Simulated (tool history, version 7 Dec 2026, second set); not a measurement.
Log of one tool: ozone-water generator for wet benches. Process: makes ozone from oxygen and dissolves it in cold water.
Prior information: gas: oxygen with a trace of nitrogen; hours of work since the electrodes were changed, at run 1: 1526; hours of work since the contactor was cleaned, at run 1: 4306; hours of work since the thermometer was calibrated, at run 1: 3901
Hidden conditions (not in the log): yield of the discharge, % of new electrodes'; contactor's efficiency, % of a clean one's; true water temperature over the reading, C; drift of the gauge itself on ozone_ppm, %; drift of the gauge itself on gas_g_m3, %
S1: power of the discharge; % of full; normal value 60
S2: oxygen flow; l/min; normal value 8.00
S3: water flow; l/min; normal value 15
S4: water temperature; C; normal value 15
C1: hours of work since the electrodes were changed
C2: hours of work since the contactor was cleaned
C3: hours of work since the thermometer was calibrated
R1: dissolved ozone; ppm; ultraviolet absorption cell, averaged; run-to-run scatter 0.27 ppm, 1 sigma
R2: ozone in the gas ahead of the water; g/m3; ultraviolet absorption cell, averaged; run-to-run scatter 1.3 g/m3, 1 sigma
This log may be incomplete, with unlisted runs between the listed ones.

run 1 hour=0.0 | S1=60 S2=8.00 S3=15 S4=15 | C1=1526 C2=4306 C3=3901 | R1=40.0 R2=224.0
run 2 hour=33.7 | S1=60 S2=8.00 S3=15 S4=15 | C1=1557 C2=4337 C3=3932 | R1=40.0 R2=223.4
run 3 hour=86.1 | S1=60 S2=8.00 S3=15 S4=15 | C1=1605 C2=4386 C3=3980 | R1=40.1 R2=222.3
run 4 hour=148.1 | S1=60 S2=8.00 S3=12 S4=15 | C1=1662 C2=4443 C3=4037 | R1=45.3 R2=223.8
run 5 hour=198.0 | S1=60 S2=8.00 S3=12 S4=15 | C1=1709 C2=4489 C3=4084 | R1=45.0 R2=220.4
run 6 hour=240.0 | S1=60 S2=8.00 S3=15 S4=15 | C1=1747 C2=4528 C3=4122 | R1=39.6 R2=223.1
run 7 hour=280.8 | S1=60 S2=8.00 S3=15 S4=12 | C1=1785 C2=4565 C3=4160 | R1=42.0 R2=222.7
run 8 hour=344.4 | S1=60 S2=8.00 S3=15 S4=12 | C1=1844 C2=4624 C3=4219 | R1=42.0 R2=221.5
run 9 hour=377.9 | S1=60 S2=8.00 S3=15 S4=12 | C1=1874 C2=4655 C3=4249 | R1=42.2 R2=222.9
run 10 hour=412.7 | S1=60 S2=8.00 S3=15 S4=12 | C1=1907 C2=4687 C3=4282 | R1=42.1 R2=221.8
-- hour=422.0 contactor cleaned
run 11 hour=464.9 | S1=59 S2=8.00 S3=15 S4=15 | C1=1951 C2=40 C3=4326 | R1=38.3 R2=219.0
run 12 hour=495.4 | S1=59 S2=8.00 S3=15 S4=15 | C1=1979 C2=68 C3=4354 | R1=38.6 R2=218.8
run 13 hour=558.0 | S1=59 S2=8.00 S3=15 S4=15 | C1=2037 C2=125 C3=4412 | R1=38.1 R2=218.3
run 14 hour=616.0 | S1=60 S2=8.00 S3=12 S4=15 | C1=2090 C2=179 C3=4465 | R1=44.1 R2=219.9
run 15 hour=655.3 | S1=60 S2=8.00 S3=12 S4=15 | C1=2127 C2=215 C3=4502 | R1=44.2 R2=221.3
-- hour=678.5 contactor cleaned, once more
-- hour=709.4 water thermometer calibrated
run 16 hour=709.4 | S1=60 S2=8.00 S3=12 S4=15 | C1=2172 C2=28 C3=0 | R1=45.0 R2=218.5
run 17 hour=753.0 | S1=60 S2=8.00 S3=12 S4=15 | C1=2213 C2=68 C3=40 | R1=46.1 R2=219.9
run 18 hour=802.5 | S1=60 S2=8.00 S3=12 S4=15 | C1=2258 C2=114 C3=86 | R1=45.7 R2=220.0
run 19 hour=863.7 | S1=60 S2=8.00 S3=14 S4=12 | C1=2315 C2=170 C3=142 | R1=44.4 R2=220.4
run 20 hour=909.8 | S1=40 S2=12.55 S3=20 S4=23 | C1=2357 C2=213 C3=185 | R1=19.5 R2=129.0
run 21 hour=973.2 | S1=63 S2=11.09 S3=22 S4=9 | C1=2416 C2=271 C3=243 | R1=35.9 R2=203.1
run 22 hour=1028.0 | S1=63 S2=11.09 S3=22 S4=9 | C1=2466 C2=322 C3=294 | R1=35.8 R2=198.8
run 23 hour=1069.7 | S1=63 S2=11.09 S3=22 S4=9 | C1=2505 C2=360 C3=332 | R1=35.8 R2=199.7
run 24 hour=1109.6 | S1=60 S2=4.14 S3=10 S4=15 | C1=2542 C2=397 C3=369 | R1=49.6 R2=282.0
run 25 hour=1151.7 | S1=50 S2=4.54 S3=16 S4=9 | C1=2580 C2=436 C3=408 | R1=33.7 R2=232.3
run 26 hour=1192.8 | S1=60 S2=4.30 S3=15 S4=20 | C1=2618 C2=474 C3=446 | R1=34.9 R2=277.2
run 27 hour=1222.5 | S1=60 S2=4.30 S3=15 S4=20 | C1=2646 C2=501 C3=473 | R1=35.1 R2=278.3
run 28 hour=1281.1 | S1=60 S2=4.30 S3=15 S4=20 | C1=2700 C2=555 C3=527 | R1=35.0 R2=276.4
run 29 hour=1323.7 | S1=60 S2=4.30 S3=15 S4=20 | C1=2739 C2=595 C3=567 | R1=34.9 R2=275.2
run 30 hour=1372.3 | S1=60 S2=4.30 S3=15 S4=20 | C1=2784 C2=640 C3=612 | R1=34.6 R2=275.2
run 31 hour=1412.5 | S1=60 S2=7.07 S3=13 S4=20 | C1=2821 C2=677 C3=649 | R1=38.9 R2=225.9
run 32 hour=1457.3 | S1=60 S2=8.00 S3=20 S4=15 | C1=2862 C2=718 C3=690 | R1=32.3 R2=215.7
run 33 hour=1508.0 | S1=60 S2=8.00 S3=20 S4=15 | C1=2909 C2=765 C3=737 | R1=32.2 R2=215.1
run 34 hour=1556.2 | S1=60 S2=8.00 S3=20 S4=15 | C1=2954 C2=809 C3=781 | R1=32.4 R2=217.2

Alternative continuations, all from the tool just after run 34; predict every row:
run A hour=1599.0 | S1=60 S2=8.00 S3=15 S4=16 | C1=2993 C2=849 C3=821 | R1=? R2=?
run B hour=1599.0 | S1=61 S2=7.65 S3=20 S4=13 | C1=2993 C2=849 C3=821 | R1=? R2=?
run C hour=1599.0 | S1=58 S2=8.00 S3=11 S4=12 | C1=2993 C2=849 C3=821 | R1=? R2=?

run=A R1=38.4 R2=213.6
run=B R1=33.5 R2=224.7
run=C R1=48.6 R2=208.5
Stripped of hidden state, with their random variation kept, the same runs would have yielded:
run=A R1=41.6 R2=230.3
run=B R1=36.4 R2=242.6
run=C R1=52.5 R2=224.3
